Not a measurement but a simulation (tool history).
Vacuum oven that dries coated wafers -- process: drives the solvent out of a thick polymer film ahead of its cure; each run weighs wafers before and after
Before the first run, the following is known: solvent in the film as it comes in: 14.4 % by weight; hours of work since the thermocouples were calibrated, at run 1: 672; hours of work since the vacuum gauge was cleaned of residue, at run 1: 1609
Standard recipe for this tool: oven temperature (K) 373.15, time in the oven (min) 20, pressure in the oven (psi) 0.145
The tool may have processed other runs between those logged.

run,hour,oven temperature (K),time in the oven (min),pressure in the oven (psi),hours of work since the thermocouples were calibrated,hours of work since the vacuum gauge was cleaned of residue,solvent left in the film (%)
1,0.0,373.15,20,0.145,672,1609,1.68
2,102.8,386.15,20,0.145,737,1675,0.45
3,165.5,386.15,20,0.145,777,1715,0.39
4,230.0,369.15,20,0.145,818,1756,2.52
5,301.6,385.15,20,0.145,864,1801,0.41
6,362.7,373.15,20,0.131,903,1840,1.64
7,445.2,373.15,16,0.131,955,1893,2.24
8,514.4,373.15,16,0.131,999,1937,2.37
9,573.2,373.15,16,0.131,1037,1974,2.20
# hour 594.2: vacuum gauge cleaned of residue and calibrated
10,643.9,373.15,20,0.145,1081,32,1.67
11,690.7,373.15,20,0.125,1110,61,1.58
12,754.1,373.15,12,0.145,1151,102,3.53
13,800.6,373.15,12,0.145,1180,131,3.50
14,879.6,373.15,20,0.145,1231,182,1.73
15,960.9,373.15,20,0.145,1282,233,1.72
16,1063.5,373.15,20,0.145,1348,299,1.77
17,1119.6,373.15,20,0.126,1383,334,1.64
18,1210.8,373.15,20,0.126,1441,392,1.68
# hour 1244.3: oven's thermocouples calibrated
19,1270.6,373.15,20,0.126,17,429,1.63
20,1341.5,373.15,18,0.126,62,474,1.97
21,1437.3,373.15,20,0.145,123,535,1.76
22,1529.9,373.15,20,0.145,182,594,1.67
23,1574.3,373.15,20,0.145,210,623,1.63
24,1621.3,373.15,20,0.087,240,652,1.65
25,1701.9,370.15,28,0.276,291,704,1.83
26,1766.1,364.15,28,0.323,332,745,3.32
27,1825.5,381.15,20,0.410,370,782,1.38
28,1929.3,377.15,14,0.128,436,848,1.84
29,2009.1,366.15,24,0.104,487,899,2.43
30,2090.5,379.15,13,0.264,539,951,2.13
31,2142.5,373.15,24,0.145,572,984,1.26
32,2229.1,370.15,13,0.083,627,1039,3.77
33,2327.2,362.15,21,0.083,689,1102,3.99
34,2379.5,362.15,21,0.083,723,1135,3.94
35,2473.7,373.15,19,0.109,783,1195,1.66
36,2518.0,369.15,24,0.086,811,1223,1.72
37,2589.7,367.15,11,0.307,856,1269,5.99
38,2665.4,367.15,11,0.307,905,1317,5.73
39,2717.7,367.15,11,0.307,938,1350,5.76
40,2820.2,365.15,18,0.384,1003,1415,4.79
41,2904.6,363.15,13,0.086,1057,1469,5.68
42,2970.9,382.15,11,0.215,1099,1511,1.85
43,3053.9,364.15,12,0.322,1152,1564,6.45
44,3136.9,364.15,27,0.453,1205,1617,3.98
45,3192.7,387.15,18,0.453,1240,1653,1.06
46,3259.9,387.15,18,0.453,1283,1695,0.98

What if the next run were any one of these 5? Each begins from the tool's condition after run 46:
A,3304.3,374.15,20,0.199,1311,1724,?
B,3304.3,387.15,20,0.434,1311,1724,?
C,3304.3,387.15,18,0.453,1311,1724,?
D,3304.3,373.15,27,0.376,1311,1724,?
E,3304.3,373.15,27,0.145,1311,1724,?

run,solvent left in the film (%)
A,1.68
B,0.92
C,1.04
D,1.83
E,1.08
Without the tool's unlogged condition, the same runs would have read:
run,solvent left in the film (%)
A,1.66
B,0.91
C,1.03
D,1.82
E,1.06
